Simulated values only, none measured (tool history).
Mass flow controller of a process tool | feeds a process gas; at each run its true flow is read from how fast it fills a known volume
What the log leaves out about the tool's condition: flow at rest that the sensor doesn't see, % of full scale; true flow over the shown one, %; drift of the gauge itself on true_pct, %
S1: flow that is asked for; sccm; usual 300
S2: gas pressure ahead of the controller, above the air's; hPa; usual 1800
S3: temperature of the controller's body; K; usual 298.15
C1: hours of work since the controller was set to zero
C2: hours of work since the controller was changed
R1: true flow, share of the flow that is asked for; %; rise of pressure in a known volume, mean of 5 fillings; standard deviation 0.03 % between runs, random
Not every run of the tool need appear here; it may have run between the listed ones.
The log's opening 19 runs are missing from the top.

{"run": 20, "hour": 4426.5, "S1": 162, "S2": 1840, "S3": 298.15, "C1": 6121, "C2": 6121, "R1": 99.25}
{"run": 21, "hour": 4574.2, "S1": 392, "S2": 1800, "S3": 309.15, "C1": 6175, "C2": 6175, "R1": 99.96}
{"run": 22, "hour": 4877.5, "S1": 392, "S2": 1800, "S3": 309.15, "C1": 6287, "C2": 6287, "R1": 99.95}
{"run": 23, "hour": 5196.3, "S1": 180, "S2": 1530, "S3": 295.15, "C1": 6404, "C2": 6404, "R1": 98.97}
{"run": 24, "hour": 5462.3, "S1": 398, "S2": 2070, "S3": 297.15, "C1": 6502, "C2": 6502, "R1": 99.85}
{"hour": 5536.6, "done": "controller exchanged for a calibrated one"}
{"run": 25, "hour": 5748.2, "S1": 257, "S2": 2030, "S3": 298.15, "C1": 78, "C2": 78, "R1": 99.55}
{"run": 26, "hour": 5913.2, "S1": 245, "S2": 2440, "S3": 301.15, "C1": 138, "C2": 138, "R1": 99.98}
{"run": 27, "hour": 6089.2, "S1": 315, "S2": 2510, "S3": 300.15, "C1": 203, "C2": 203, "R1": 100.13}
{"run": 28, "hour": 6322.7, "S1": 315, "S2": 2510, "S3": 310.15, "C1": 289, "C2": 289, "R1": 100.36}
{"run": 29, "hour": 6483.5, "S1": 300, "S2": 2480, "S3": 300.15, "C1": 348, "C2": 348, "R1": 100.07}
{"run": 30, "hour": 6735.9, "S1": 300, "S2": 1480, "S3": 305.15, "C1": 441, "C2": 441, "R1": 99.45}
{"run": 31, "hour": 7043.0, "S1": 300, "S2": 1480, "S3": 305.15, "C1": 553, "C2": 553, "R1": 99.44}
{"run": 32, "hour": 7347.0, "S1": 300, "S2": 1480, "S3": 300.15, "C1": 665, "C2": 665, "R1": 99.28}

Consider 4 possible next runs. They are alternatives, not a sequence: every one starts from the tool as it was left by run 32. What does each give?
{"run": "A", "hour": 7482.5, "S1": 76, "S2": 2680, "S3": 296.15, "C1": 715, "C2": 715, "R1": "?"}
{"run": "B", "hour": 7482.5, "S1": 132, "S2": 1400, "S3": 298.15, "C1": 715, "C2": 715, "R1": "?"}
{"run": "C", "hour": 7482.5, "S1": 279, "S2": 2100, "S3": 300.15, "C1": 715, "C2": 715, "R1": "?"}
{"run": "D", "hour": 7482.5, "S1": 300, "S2": 1430, "S3": 308.15, "C1": 715, "C2": 715, "R1": "?"}

run=A R1=99.67
run=B R1=98.82
run=C R1=99.68
run=D R1=99.47
Had the tool no hidden state, the same runs would have come out as:
run=A R1=99.67
run=B R1=98.82
run=C R1=99.68
run=D R1=99.47

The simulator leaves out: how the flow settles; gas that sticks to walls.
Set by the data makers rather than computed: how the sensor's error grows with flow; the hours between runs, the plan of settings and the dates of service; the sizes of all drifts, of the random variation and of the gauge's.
